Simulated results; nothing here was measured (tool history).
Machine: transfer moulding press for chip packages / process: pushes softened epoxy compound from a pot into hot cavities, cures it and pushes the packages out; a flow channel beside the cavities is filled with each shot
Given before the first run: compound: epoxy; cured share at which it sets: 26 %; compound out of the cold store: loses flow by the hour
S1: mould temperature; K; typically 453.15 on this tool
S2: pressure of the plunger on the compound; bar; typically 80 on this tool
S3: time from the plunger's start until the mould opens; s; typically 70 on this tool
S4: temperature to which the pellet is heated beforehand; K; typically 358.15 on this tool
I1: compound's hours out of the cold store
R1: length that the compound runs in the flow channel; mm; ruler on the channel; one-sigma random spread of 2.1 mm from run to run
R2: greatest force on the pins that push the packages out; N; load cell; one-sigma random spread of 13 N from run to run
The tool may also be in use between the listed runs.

Run 1, hour 0: usual settings; I1 38.7. Result: R1 484 mm, R2 601 N.
At hour 38: plunger's sealing rings changed.
Run 2, hour 38: usual settings but S4 367.15 K; I1 28.7. Result: R1 516 mm, R2 616 N.
At hour 50.3: cavities cleaned with cleaning compound and waxed.
At hour 100.7: cavities cleaned with cleaning compound and waxed.
Run 3, hour 101.4: usual settings but S4 359.15 K; I1 20.2. Result: R1 546 mm, R2 613 N.
Run 4, hour 132.7: usual settings but S4 359.15 K; I1 35.2. Result: R1 496 mm, R2 573 N.
At hour 151.3: cavities cleaned with cleaning compound and waxed.
Run 5, hour 176.7: usual settings but S4 359.15 K; I1 23.7. Result: R1 536 mm, R2 619 N.
At hour 200.5: cavities cleaned with cleaning compound and waxed.
Run 6, hour 245.1: usual settings but S2 79.5 bar, S4 359.15 K; I1 15.7. Result: R1 557 mm, R2 639 N.
At hour 253.1: cavities cleaned with cleaning compound and waxed.
At hour 299.3: cavities cleaned with cleaning compound and waxed.
Run 7, hour 306.7: usual settings but S2 79.5 bar, S4 359.15 K; I1 28.8. Result: R1 514 mm, R2 605 N.
At hour 345.6: cavities cleaned with cleaning compound and waxed.
Run 8, hour 345.6: usual settings but S3 74 s; I1 36.2. Result: R1 492 mm, R2 533 N.
At hour 396.3: cavities cleaned with cleaning compound and waxed.
Run 9, hour 403.4: usual settings but S3 74 s; I1 21.7. Result: R1 537 mm, R2 544 N.
At hour 420.1: plunger's sealing rings changed.
At hour 446.5: cavities cleaned with cleaning compound and waxed.
Run 10, hour 455.8: usual settings; I1 38.1. Result: R1 490 mm, R2 571 N.
At hour 492.8: cavities cleaned with cleaning compound and waxed.
Run 11, hour 492.8: usual settings; I1 14. Result: R1 568 mm, R2 629 N.
Run 12, hour 535.6: usual settings; I1 44. Result: R1 467 mm, R2 577 N.
At hour 541.3: cavities cleaned with cleaning compound and waxed.
At hour 589.3: cavities cleaned with cleaning compound and waxed.
Run 13, hour 601.1: usual settings but S3 109 s; I1 16. Result: R1 563 mm, R2 420 N.
At hour 640.9: cavities cleaned with cleaning compound and waxed.
Run 14, hour 663.4: usual settings but S3 65 s; I1 42.6. Result: R1 471 mm, R2 654 N.
At hour 691.5: cavities cleaned with cleaning compound and waxed.
Run 15, hour 708.2: usual settings but S1 455.15 K, S3 76 s; I1 11.3. Result: R1 576 mm, R2 495 N.
At hour 739.9: cavities cleaned with cleaning compound and waxed.
Run 16, hour 751.6: usual settings but S1 455.15 K, S2 92.7 bar, S3 76 s, S4 366.15 K; I1 32.6. Result: R1 543 mm, R2 470 N.
At hour 787.5: cavities cleaned with cleaning compound and waxed.
Run 17, hour 795.1: usual settings but S1 450.15 K, S3 51 s; I1 32.8. Result: R1 506 mm, R2 1457 N.
At hour 800.9: plunger's sealing rings changed.
At hour 841.5: cavities cleaned with cleaning compound and waxed.
Run 18, hour 859.7: usual settings but S2 74.2 bar, S3 88 s; I1 16.9. Result: R1 538 mm, R2 454 N.
At hour 891.2: cavities cleaned with cleaning compound and waxed.
At hour 926.8: mould's thermocouples calibrated.
Run 19, hour 929.7: usual settings but S1 452.15 K, S2 74.2 bar, S3 57 s; I1 10.7. Result: R1 558 mm, R2 1153 N.
At hour 942.4: cavities cleaned with cleaning compound and waxed.
Run 20, hour 976.5: usual settings but S1 452.15 K, S2 74.2 bar, S3 57 s; I1 39.3. Result: R1 466 mm, R2 975 N.
At hour 990.6: cavities cleaned with cleaning compound and waxed.
Run 21, hour 1035.2: usual settings but S1 452.15 K, S2 74.2 bar, S3 57 s; I1 36.6. Result: R1 473 mm, R2 999 N.
At hour 1040.7: cavities cleaned with cleaning compound and waxed.
Run 22, hour 1083.7: usual settings but S1 447.15 K, S2 76.3 bar; I1 32.7. Result: R1 499 mm, R2 896 N.
At hour 1090.6: cavities cleaned with cleaning compound and waxed.
At hour 1138.6: cavities cleaned with cleaning compound and waxed.
Run 23, hour 1145.1: usual settings but S1 447.15 K, S2 74.1 bar; I1 26.9. Result: R1 512 mm, R2 913 N.
At hour 1185.8: plunger's sealing rings changed.
At hour 1187.3: cavities cleaned with cleaning compound and waxed.
Run 24, hour 1189.1: usual settings but S1 447.15 K, S2 74.1 bar, S3 83 s, S4 365.15 K; I1 33. Result: R1 491 mm, R2 611 N.
At hour 1234.4: cavities cleaned with cleaning compound and waxed.
Run 25, hour 1234.4: usual settings but S4 355.15 K; I1 13.5. Result: R1 572 mm, R2 656 N.
At hour 1283.6: cavities cleaned with cleaning compound and waxed.
Run 26, hour 1288.1: usual settings but S2 96.7 bar, S3 106 s; I1 16.1. Result: R1 614 mm, R2 422 N.
At hour 1330.8: cavities cleaned with cleaning compound and waxed.
Run 27, hour 1353.7: usual settings but S1 458.15 K, S2 65.8 bar, S3 53 s, S4 363.15 K; I1 21.6. Result: R1 484 mm, R2 868 N.

3 ways to go on from here, each from the tool as it stands after run 27. What would each give?
At hour 1377.9: cavities cleaned with cleaning compound and waxed.
Run A, hour 1399: usual settings but S1 459.15 K, S4 354.15 K; I1 36.1. Result: R1 ?, R2 ?.
At hour 1377.9: cavities cleaned with cleaning compound and waxed.
Run B, hour 1399: usual settings but S2 90 bar, S3 74 s, S4 364.15 K; I1 24.6. Result: R1 ?, R2 ?.
At hour 1377.9: cavities cleaned with cleaning compound and waxed.
Run C, hour 1399: usual settings but S1 452.15 K, S2 65.8 bar, S3 53 s, S4 363.15 K; I1 11.6. Result: R1 ?, R2 ?.

run   R1    R2
  A  487   470
  B  561   559
  C  525  1309
With the hidden condition removed and each run's random variation left untouched, the same runs would have given:
run   R1    R2
  A  488   465
  B  562   553
  C  526  1295
